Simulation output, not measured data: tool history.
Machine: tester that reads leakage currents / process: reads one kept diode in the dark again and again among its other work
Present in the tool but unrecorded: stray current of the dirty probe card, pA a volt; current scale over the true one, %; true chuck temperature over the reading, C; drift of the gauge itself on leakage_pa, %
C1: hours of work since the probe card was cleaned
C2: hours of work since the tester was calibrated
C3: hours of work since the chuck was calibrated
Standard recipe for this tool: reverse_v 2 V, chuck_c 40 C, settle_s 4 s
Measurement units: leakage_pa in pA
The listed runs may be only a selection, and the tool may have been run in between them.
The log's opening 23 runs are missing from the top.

run 24 hour=1507.9 | reverse_v=2.99 chuck_c=40 settle_s=0.97 | C1=894 C2=2235 C3=1009 | leakage_pa=366.14
run 25 hour=1601.8 | reverse_v=2.99 chuck_c=40 settle_s=0.97 | C1=955 C2=2297 C3=1071 | leakage_pa=365.08
run 26 hour=1682.6 | reverse_v=7.84 chuck_c=48 settle_s=4 | C1=1009 C2=2350 C3=1125 | leakage_pa=1208.99
run 27 hour=1780.4 | reverse_v=7.99 chuck_c=40 settle_s=0.93 | C1=1073 C2=2415 C3=1189 | leakage_pa=656.41
run 28 hour=1875.7 | reverse_v=5.15 chuck_c=40 settle_s=4 | C1=1136 C2=2478 C3=1252 | leakage_pa=500.88
run 29 hour=1960.2 | reverse_v=5.15 chuck_c=33 settle_s=4 | C1=1192 C2=2534 C3=1308 | leakage_pa=284.33
run 30 hour=2043.3 | reverse_v=5.15 chuck_c=33 settle_s=4 | C1=1247 C2=2589 C3=1363 | leakage_pa=283.68
run 31 hour=2127.1 | reverse_v=1.12 chuck_c=49 settle_s=4 | C1=1302 C2=2644 C3=1418 | leakage_pa=401.9
run 32 hour=2194.6 | reverse_v=3.46 chuck_c=40 settle_s=2.46 | C1=1347 C2=2688 C3=1463 | leakage_pa=390.19
run 33 hour=2270.4 | reverse_v=3.63 chuck_c=23 settle_s=2.46 | C1=1397 C2=2738 C3=1513 | leakage_pa=97.23
run 34 hour=2366.1 | reverse_v=19.86 chuck_c=26 settle_s=2.46 | C1=1460 C2=2802 C3=1576 | leakage_pa=357.79
run 35 hour=2442 | reverse_v=2 chuck_c=25 settle_s=5.1 | C1=1510 C2=2852 C3=1626 | leakage_pa=80.01
run 36 hour=2538.5 | reverse_v=2 chuck_c=25 settle_s=5.1 | C1=1574 C2=2915 C3=1690 | leakage_pa=79.9
run 37 hour=2592.6 | reverse_v=5.36 chuck_c=25 settle_s=0.83 | C1=1610 C2=2951 C3=1725 | leakage_pa=147.77
run 38 hour=2673.8 | reverse_v=5.36 chuck_c=25 settle_s=0.83 | C1=1663 C2=3005 C3=1779 | leakage_pa=147.5
run 39 hour=2729.2 | reverse_v=5.36 chuck_c=25 settle_s=0.83 | C1=1700 C2=3041 C3=1816 | leakage_pa=147.58

Run 40 has not been measured yet. What should we expect?
-- hour=2795.1 chuck's temperature calibrated
run 40 hour=2810.2 | reverse_v=5.36 chuck_c=25 settle_s=0.83 | C1=1752 C2=3094 C3=10 | leakage_pa=?

Run 40 gave leakage_pa 158.34 pA.
If the tool had no hidden condition, the same run with the same run-to-run variation would have returned leakage_pa 154.91 pA.
